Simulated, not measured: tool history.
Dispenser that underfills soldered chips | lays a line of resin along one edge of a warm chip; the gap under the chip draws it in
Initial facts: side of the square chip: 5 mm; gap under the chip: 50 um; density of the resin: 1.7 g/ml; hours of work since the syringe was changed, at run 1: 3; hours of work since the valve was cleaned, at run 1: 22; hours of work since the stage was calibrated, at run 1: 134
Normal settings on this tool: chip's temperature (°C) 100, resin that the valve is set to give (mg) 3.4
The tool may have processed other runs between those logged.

| run | day | chip's temperature (°C) | resin that the valve is set to give (mg) | hours of work since the syringe was changed | hours of work since the valve was cleaned | hours of work since the stage was calibrated | time until the resin shows at the far edge (s) | resin that the valve gave (mg) |
|---|---|---|---|---|---|---|---|---|
| 1 | 0 | 100 | 3.4 | 3 | 22 | 134 | 29.1 | 3.26 |
| 2 | 0.25 | 100 | 2.95 | 7 | 27 | 138 | 36.3 | 2.9 |
|  | 0.404 | new syringe of resin |
| 3 | 0.429 | 100 | 2.95 | 0 | 30 | 141 | 27.2 | 2.88 |
| 4 | 0.696 | 100 | 2.95 | 5 | 35 | 146 | 33.1 | 2.9 |
|  | 0.962 | new syringe of resin |
| 5 | 1.021 | 100 | 2.95 | 1 | 41 | 152 | 26.5 | 2.86 |
| 6 | 1.317 | 115 | 2.95 | 7 | 46 | 158 | 22.7 | 2.91 |
|  | 1.504 | new syringe of resin |
| 7 | 1.642 | 115 | 2.95 | 3 | 52 | 164 | 18.6 | 2.8 |
| 8 | 1.962 | 115 | 2.95 | 9 | 58 | 170 | 23.8 | 2.77 |
|  | 2.058 | new syringe of resin |
| 9 | 2.225 | 115 | 2.95 | 3 | 63 | 174 | 19.3 | 2.79 |
| 10 | 2.429 | 100 | 2.98 | 7 | 67 | 178 | 35.6 | 2.74 |
|  | 2.6 | new syringe of resin |
| 11 | 2.758 | 100 | 3.62 | 3 | 73 | 184 | 28.7 | 3.46 |
| 12 | 2.958 | 100 | 3.95 | 7 | 77 | 188 | 33.5 | 3.78 |
|  | 3.142 | new syringe of resin |
| 13 | 3.162 | 100 | 3.95 | 0 | 80 | 192 | 26.4 | 3.67 |
|  | 3.479 | dispensing valve cleaned and set on the balance |
| 14 | 3.479 | 100 | 3.95 | 6 | 0 | 197 | 31.5 | 3.9 |
|  | 3.733 | new syringe of resin |
| 15 | 3.8 | 100 | 3.95 | 1 | 6 | 203 | 26.4 | 3.95 |
| 16 | 4.075 | 100 | 3.4 | 6 | 11 | 208 | 33 | 3.37 |
| 17 | 4.25 | 89 | 3.4 | 10 | 14 | 211 | 53.2 | 3.38 |
|  | 4.288 | new syringe of resin |
| 18 | 4.467 | 101 | 3.4 | 3 | 18 | 215 | 28.7 | 3.38 |
| 19 | 4.646 | 101 | 3.4 | 7 | 21 | 218 | 32.7 | 3.38 |
|  | 4.842 | new syringe of resin |
| 20 | 4.883 | 94 | 4.25 | 1 | 26 | 222 | 31.4 | 4.2 |
| 21 | 5.138 | 95 | 4.25 | 6 | 30 | 227 | 37 | 4.17 |
|  | 5.383 | new syringe of resin |
| 22 | 5.433 | 95 | 4.25 | 1 | 36 | 233 | 30.5 | 4.11 |
| 23 | 5.633 | 99 | 3.38 | 5 | 40 | 236 | 32 | 3.29 |
| 24 | 5.775 | 112 | 3.31 | 7 | 42 | 239 | 24 | 3.14 |
|  | 5.921 | new syringe of resin |
| 25 | 6.083 | 112 | 3.31 | 3 | 48 | 245 | 20.4 | 3.22 |
| 26 | 6.35 | 112 | 3.31 | 8 | 53 | 249 | 25 | 3.22 |
|  | 6.483 | new syringe of resin |
| 27 | 6.588 | 92 | 3.38 | 2 | 57 | 254 | 36.3 | 3.27 |
| 28 | 6.796 | 92 | 3.38 | 6 | 61 | 258 | 41.8 | 3.2 |
|  | 7.029 | new syringe of resin |
| 29 | 7.125 | 104 | 4.27 | 2 | 67 | 264 | 24.2 | 4.06 |
| 30 | 7.379 | 92 | 3.29 | 7 | 72 | 268 | 43 | 3.17 |
| 31 | 7.533 | 92 | 3.29 | 9 | 74 | 271 | 48.3 | 3.09 |
|  | 7.588 | new syringe of resin |
| 32 | 7.717 | 91 | 3.28 | 2 | 78 | 274 | 38.5 | 3.08 |
| 33 | 7.971 | 92 | 3.28 | 7 | 83 | 279 | 43.9 | 3.14 |
|  | 8.121 | new syringe of resin |
|  | 8.188 | dispensing valve cleaned and set on the balance |
| 34 | 8.317 | 100 | 3.63 | 3 | 2 | 285 | 28.2 | 3.65 |

4 options for the next run, each taken on its own from the tool as it stands now. Forecast them:
| A | 8.521 | 115 | 3.4 | 7 | 6 | 289 | ? | ? |
| B | 8.521 | 103 | 3.4 | 7 | 6 | 289 | ? | ? |
| C | 8.521 | 99 | 3.3 | 7 | 6 | 289 | ? | ? |
| D | 8.521 | 103 | 3.23 | 7 | 6 | 289 | ? | ? |

| run | time until the resin shows at the far edge (s) | resin that the valve gave (mg) |
|---|---|---|
| A | 21.5 | 3.32 |
| B | 30.3 | 3.37 |
| C | 34.2 | 3.34 |
| D | 30.1 | 3.24 |
Take away the tool's hidden state, keep each run's random variation, and the runs would have read:
| run | time until the resin shows at the far edge (s) | resin that the valve gave (mg) |
|---|---|---|
| A | 17.7 | 3.33 |
| B | 25 | 3.38 |
| C | 28.2 | 3.35 |
| D | 24.8 | 3.25 |
